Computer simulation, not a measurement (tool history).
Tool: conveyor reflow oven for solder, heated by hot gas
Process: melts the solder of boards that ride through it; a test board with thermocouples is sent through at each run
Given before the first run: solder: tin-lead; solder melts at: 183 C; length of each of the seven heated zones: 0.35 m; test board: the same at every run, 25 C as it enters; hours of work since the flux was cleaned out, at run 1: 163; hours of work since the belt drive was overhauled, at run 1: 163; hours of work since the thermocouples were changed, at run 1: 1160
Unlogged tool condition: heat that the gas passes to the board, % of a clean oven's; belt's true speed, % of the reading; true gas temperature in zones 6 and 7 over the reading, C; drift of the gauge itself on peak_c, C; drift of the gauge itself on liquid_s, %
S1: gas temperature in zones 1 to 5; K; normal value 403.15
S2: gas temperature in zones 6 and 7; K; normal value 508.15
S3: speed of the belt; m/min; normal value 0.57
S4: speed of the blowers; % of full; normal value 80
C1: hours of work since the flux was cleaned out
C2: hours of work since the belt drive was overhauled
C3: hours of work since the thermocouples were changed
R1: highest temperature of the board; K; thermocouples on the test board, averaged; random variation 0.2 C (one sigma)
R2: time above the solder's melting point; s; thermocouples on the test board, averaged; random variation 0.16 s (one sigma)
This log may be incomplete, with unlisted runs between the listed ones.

Run 1, hour 0: usual settings; C1 163; C2 163; C3 1160. Result: R1 490.75 K, R2 52.8 s.
Run 2, hour 36.6: usual settings; C1 189; C2 189; C3 1186. Result: R1 490.75 K, R2 52.6 s.
Run 3, hour 91.8: usual settings; C1 228; C2 228; C3 1225. Result: R1 490.45 K, R2 52.5 s.
Run 4, hour 123.4: usual settings; C1 250; C2 250; C3 1247. Result: R1 490.05 K, R2 52.1 s.
At hour 134: flux residue cleaned out of gas plates and filters.
Run 5, hour 182.7: usual settings; C1 35; C2 289; C3 1286. Result: R1 491.75 K, R2 54.1 s.
Run 6, hour 242.2: usual settings but S1 406.15 K; C1 77; C2 331; C3 1328. Result: R1 492.45 K, R2 54.7 s.
Run 7, hour 286.4: usual settings but S1 404.15 K; C1 108; C2 362; C3 1359. Result: R1 491.45 K, R2 54.3 s.
At hour 330.8: thermocouples of zones 6 and 7 changed.
Run 8, hour 341.8: usual settings but S1 404.15 K; C1 146; C2 400; C3 8. Result: R1 490.15 K, R2 52.9 s.
Run 9, hour 386.4: usual settings but S4 65 % of full; C1 177; C2 431; C3 39. Result: R1 486.45 K, R2 49.1 s.
Run 10, hour 426.9: usual settings; C1 206; C2 460; C3 68. Result: R1 489.35 K, R2 52.1 s.
Run 11, hour 458.1: usual settings but S4 70 % of full; C1 228; C2 482; C3 90. Result: R1 487.65 K, R2 49.9 s.
At hour 499.7: flux residue cleaned out of gas plates and filters.
Run 12, hour 524.5: usual settings but S4 70 % of full; C1 18; C2 526; C3 134. Result: R1 489.25 K, R2 51.9 s.
Run 13, hour 578.3: usual settings; C1 56; C2 564; C3 172. Result: R1 491.25 K, R2 53.7 s.
Run 14, hour 606.7: usual settings; C1 76; C2 584; C3 192. Result: R1 490.95 K, R2 53.2 s.
At hour 617.1: belt drive overhauled, speed set with a stopwatch.
Run 15, hour 655.7: usual settings; C1 108; C2 27; C3 224. Result: R1 490.95 K, R2 53.7 s.
Run 16, hour 693.7: usual settings but S4 87 % of full; C1 135; C2 54; C3 251. Result: R1 491.65 K, R2 54.6 s.
Run 17, hour 735.4: usual settings but S4 87 % of full; C1 164; C2 84; C3 280. Result: R1 492.05 K, R2 54.3 s.
Run 18, hour 779.1: usual settings but S1 406.15 K, S3 0.675 m/min, S4 81 % of full; C1 195; C2 115; C3 311. Result: R1 484.95 K, R2 40.8 s.
Run 19, hour 830.3: usual settings but S1 406.15 K, S3 0.675 m/min, S4 81 % of full; C1 231; C2 151; C3 347. Result: R1 484.55 K, R2 40.5 s.
At hour 849.9: belt drive overhauled, speed set with a stopwatch, once more.
At hour 867.9: flux residue cleaned out of gas plates and filters.
Run 20, hour 881.7: usual settings but S1 415.15 K, S4 85 % of full; C1 10; C2 19; C3 377. Result: R1 494.05 K, R2 59.4 s.
Run 21, hour 944.4: usual settings but S1 415.15 K, S4 85 % of full; C1 54; C2 63; C3 422. Result: R1 493.85 K, R2 59 s.
Run 22, hour 983.5: usual settings but S4 66 % of full; C1 82; C2 91; C3 450. Result: R1 487.85 K, R2 50.2 s.
Run 23, hour 1049.9: usual settings but S3 0.629 m/min, S4 57 % of full; C1 129; C2 138; C3 497. Result: R1 481.35 K, R2 38.6 s.
Run 24, hour 1086: usual settings but S3 0.629 m/min, S4 57 % of full; C1 155; C2 164; C3 522. Result: R1 481.25 K, R2 38.5 s.
Run 25, hour 1119.2: usual settings but S1 400.15 K, S2 499.15 K, S3 0.482 m/min, S4 59 % of full; C1 178; C2 187; C3 546. Result: R1 483.05 K, R2 54.6 s.
Run 26, hour 1186.7: usual settings but S1 418.15 K, S2 501.15 K, S3 0.628 m/min, S4 63 % of full; C1 226; C2 235; C3 593. Result: R1 480.55 K, R2 43 s.
At hour 1230.1: flux residue cleaned out of gas plates and filters.
Run 27, hour 1258.3: usual settings but S1 410.15 K, S2 506.15 K, S3 0.628 m/min, S4 63 % of full; C1 20; C2 282; C3 641. Result: R1 484.05 K, R2 44.2 s.
Run 28, hour 1294.3: usual settings but S1 410.15 K, S2 506.15 K, S3 0.628 m/min, S4 63 % of full; C1 45; C2 308; C3 666. Result: R1 483.75 K, R2 43.8 s.
Run 29, hour 1328.5: usual settings but S1 395.15 K, S2 503.15 K, S3 0.514 m/min, S4 81 % of full; C1 70; C2 332; C3 690. Result: R1 488.95 K, R2 55.8 s.
Run 30, hour 1363: usual settings but S1 395.15 K, S2 503.15 K, S3 0.514 m/min, S4 81 % of full; C1 94; C2 356; C3 715. Result: R1 488.95 K, R2 55.8 s.

Table of differences, measured result less the result of that run with no hidden state. Run-to-run variation is the same in both. Gauge scatter possibly is not:
run    R1    R2
  1  -0.6  -0.7
  2  -0.8  -0.8
  3  -1.1  -1.1
  4  -1.3  -1.3
  5  +0.5  +0.4
  6  +0.2  +0.2
  7  -0.1    +0
  8  -1.4    -1
  9  -1.6  -1.3
 10  -1.9  -1.4
 11  -1.9  -1.6
 12  -0.1  +0.2
 13  -0.4    +0
 14  -0.4    +0
 15  -0.5  +0.1
 16  -0.8    +0
 17    -1  -0.2
 18  -1.4  -0.8
 19  -1.7  -1.1
 20    +0  -0.2
 21  -0.4  -0.4
 22  -0.6  -0.7
 23    -1  -1.2
 24  -1.2  -1.3
 25  -0.9  -1.4
 26  -1.4  -1.8
 27  +0.1  +0.1
 28    +0  -0.1
 29  -0.1  -0.2
 30  -0.3  -0.3
